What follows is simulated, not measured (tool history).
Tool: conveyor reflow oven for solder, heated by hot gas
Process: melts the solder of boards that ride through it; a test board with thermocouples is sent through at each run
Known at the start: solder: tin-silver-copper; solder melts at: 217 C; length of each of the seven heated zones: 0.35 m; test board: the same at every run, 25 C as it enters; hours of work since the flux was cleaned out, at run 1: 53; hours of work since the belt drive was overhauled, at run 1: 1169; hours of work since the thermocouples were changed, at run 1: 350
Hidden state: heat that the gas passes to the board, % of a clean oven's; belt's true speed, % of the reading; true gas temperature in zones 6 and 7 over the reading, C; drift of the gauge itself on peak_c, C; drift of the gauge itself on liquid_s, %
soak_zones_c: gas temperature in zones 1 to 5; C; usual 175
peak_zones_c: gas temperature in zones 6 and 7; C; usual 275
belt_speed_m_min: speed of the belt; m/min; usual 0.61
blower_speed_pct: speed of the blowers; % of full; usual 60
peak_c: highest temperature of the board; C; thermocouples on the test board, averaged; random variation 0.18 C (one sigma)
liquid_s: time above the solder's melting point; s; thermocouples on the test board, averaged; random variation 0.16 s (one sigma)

run     day  soak_zones_c  peak_zones_c  belt_speed_m_min  blower_speed_pct  hours of work since the flux was cleaned out  hours of work since the belt drive was overhauled  hours of work since the thermocouples were changed  peak_c  liquid_s
  1       0           175           275              0.61                60                                            53                                               1169                                                 350     256      54.6
      0.638  -- belt drive overhauled, speed set with a stopwatch
  2   2.212           175           286              0.61                60                                            83                                                 23                                                 380   264.7      58.1
  3   3.933           175           286              0.61                60                                           108                                                 49                                                 405   264.9        58
  4   5.471           175           286              0.61                60                                           131                                                 71                                                 428   264.5      58.1
  5   8.358           175           286              0.61                60                                           173                                                114                                                 471   264.6      58.1
  6  11.342           175           286              0.61                60                                           218                                                158                                                 515   263.8      57.8
  7  13.596           175           286              0.61                60                                           251                                                191                                                 548   264.6      58.2
  8   16.85           185           286              0.61                60                                           299                                                239                                                 596   266.3      62.1
  9  19.192           185           286              0.61                60                                           333                                                274                                                 631   266.2        62
 10  22.162           185           286              0.61                60                                           377                                                318                                                 674   266.2      62.2
 11  24.883           185           286              0.61                60                                           417                                                358                                                 715     266      62.2
     27.233  -- flux residue cleaned out of gas plates and filters
 12  27.233           175           275             0.625                60                                             0                                                390                                                 746   252.3      49.4
 13  29.983           175           275             0.625                60                                            41                                                430                                                 787   252.7      49.3
 14  32.483           184           275              0.61                60                                            77                                                467                                                 824   255.8      55.9
 15  35.246           175           286              0.61                60                                           118                                                508                                                 865     262      56.7
 16  38.092           175           278             0.513                52                                           160                                                550                                                 907   260.9      67.5
     39.621  -- flux residue cleaned out of gas plates and filters, once more
 17  40.362           178           281             0.513                52                                            11                                                580                                                 937   267.4      72.8
 18  41.683           161           289             0.646                52                                            30                                                600                                                 957   261.5      49.3
     43.429  -- thermocouples of zones 6 and 7 changed
 19    43.7           161           283             0.646                72                                            59                                                628                                                   4   258.6      48.6
 20  46.754           161           283             0.646                72                                           104                                                673                                                  49   258.4      48.4
 21  49.392           175           282              0.61                60                                           143                                                712                                                  88   260.2      56.1
 22  51.654           175           282              0.61                60                                           176                                                746                                                 121   259.7        56
 23  54.492           172           288             0.494                60                                           218                                                788                                                 163   272.4      76.3
 24  56.171           171           290              0.61                77                                           243                                                813                                                 188   269.5      59.8
 25    58.1           175           271             0.494                72                                           272                                                841                                                 217   259.2      70.6
 26  59.912           175           271             0.494                72                                           298                                                868                                                 243   259.3      70.8
 27  63.154           175           271             0.494                72                                           346                                                916                                                 291   259.4      70.6
 28  65.717           181           271             0.712                82                                           384                                                953                                                 329   249.9        44
 29  68.038           181           284             0.657                82                                           418                                                988                                                 363   263.6      55.7
     70.208  -- flux residue cleaned out of gas plates and filters
 30  70.221           179           275             0.601                60                                             0                                               1017                                                 393   257.1      56.9

Measured less the same run without the tool's hidden state. The same run-to-run variation is in both; the gauge's scatter may not be:
run  peak_c  liquid_s
  1    +1.4      +1.8
  2    +0.8      +0.4
  3    +0.6      +0.4
  4    +0.6      +0.3
  5    +0.4      +0.2
  6    +0.3      +0.2
  7    +0.3      +0.1
  8    +0.2      +0.2
  9    +0.1      +0.2
 10    +0.1      +0.2
 11    -0.1      +0.1
 12    -1.4      -1.4
 13    -1.5      -1.4
 14    -1.2        -1
 15    -1.9        -1
 16    -0.8      -0.5
 17    +3.1      +2.2
 18    +2.8      +2.1
 19    -0.5      +0.1
 20    -0.6      +0.1
 21    -0.7      +0.2
 22    -0.7      +0.1
 23    -0.7      +0.6
 24    -1.1      +0.1
 25    -0.6      +0.2
 26    -0.6      +0.2
 27    -0.7      +0.1
 28    -1.6      -0.9
 29    -1.7      -0.2
 30      +1      +1.5
